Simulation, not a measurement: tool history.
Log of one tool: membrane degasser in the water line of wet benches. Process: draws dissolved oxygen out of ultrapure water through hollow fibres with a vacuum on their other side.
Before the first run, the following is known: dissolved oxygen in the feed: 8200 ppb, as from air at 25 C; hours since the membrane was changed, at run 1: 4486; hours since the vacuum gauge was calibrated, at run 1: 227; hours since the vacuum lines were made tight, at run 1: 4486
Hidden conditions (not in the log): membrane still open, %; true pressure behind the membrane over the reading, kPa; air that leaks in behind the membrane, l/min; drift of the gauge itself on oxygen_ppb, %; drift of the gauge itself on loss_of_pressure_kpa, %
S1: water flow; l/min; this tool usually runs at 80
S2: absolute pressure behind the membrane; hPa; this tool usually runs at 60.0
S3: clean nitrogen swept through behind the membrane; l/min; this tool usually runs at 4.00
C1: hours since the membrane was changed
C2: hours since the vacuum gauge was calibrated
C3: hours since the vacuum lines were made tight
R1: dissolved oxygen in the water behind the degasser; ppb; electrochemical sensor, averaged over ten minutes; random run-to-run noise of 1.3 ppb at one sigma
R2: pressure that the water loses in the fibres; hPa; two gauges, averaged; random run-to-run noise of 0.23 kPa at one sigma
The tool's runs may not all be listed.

Run 1, hour 0.0: usual settings; C1 4486; C2 227; C3 4486. Result: R1 130.2 ppb, R2 619.0 hPa.
Run 2, hour 236.0: usual settings; C1 4722; C2 463; C3 4722. Result: R1 127.9 ppb, R2 617.5 hPa.
Run 3, hour 419.5: usual settings; C1 4906; C2 646; C3 4906. Result: R1 129.6 ppb, R2 617.8 hPa.
Run 4, hour 621.6: usual settings but S2 81.4 hPa; C1 5108; C2 849; C3 5108. Result: R1 222.9 ppb, R2 617.1 hPa.
Run 5, hour 777.7: usual settings; C1 5264; C2 1005; C3 5264. Result: R1 131.5 ppb, R2 614.6 hPa.
Run 6, hour 1021.6: usual settings; C1 5508; C2 1249; C3 5508. Result: R1 131.5 ppb, R2 619.3 hPa.
Run 7, hour 1208.8: usual settings; C1 5695; C2 1436; C3 5695. Result: R1 132.6 ppb, R2 621.5 hPa.
Run 8, hour 1342.5: usual settings; C1 5829; C2 1569; C3 5829. Result: R1 135.2 ppb, R2 620.4 hPa.
Run 9, hour 1549.7: usual settings; C1 6036; C2 1777; C3 6036. Result: R1 134.5 ppb, R2 623.1 hPa.
Run 10, hour 1726.1: usual settings; C1 6213; C2 1953; C3 6213. Result: R1 136.3 ppb, R2 624.0 hPa.
Run 11, hour 1857.4: usual settings but S2 102.4 hPa, S3 5.81 l/min; C1 6344; C2 2084; C3 6344. Result: R1 229.3 ppb, R2 621.9 hPa.
Run 12, hour 1979.8: usual settings but S2 102.4 hPa, S3 5.81 l/min; C1 6466; C2 2207; C3 6466. Result: R1 227.4 ppb, R2 622.6 hPa.
Run 13, hour 2203.7: usual settings but S2 46.4 hPa, S3 5.41 l/min; C1 6690; C2 2431; C3 6690. Result: R1 59.7 ppb, R2 624.3 hPa.
Run 14, hour 2390.0: usual settings but S2 46.4 hPa, S3 5.41 l/min; C1 6876; C2 2617; C3 6876. Result: R1 59.7 ppb, R2 629.9 hPa.

The next listed run, before its measurement:
Run 15, hour 2638.4: usual settings but S1 52 l/min, S2 111.4 hPa, S3 3.62 l/min; C1 7125; C2 2865; C3 7125. Result: R1 ?, R2 ?.

R1: 266.0 ppb
R2: 404.1 hPa
Take away the tool's hidden state, keep the run-to-run variation as it was, and the same run would have given R1 260.2 ppb, R2 388.4 hPa.
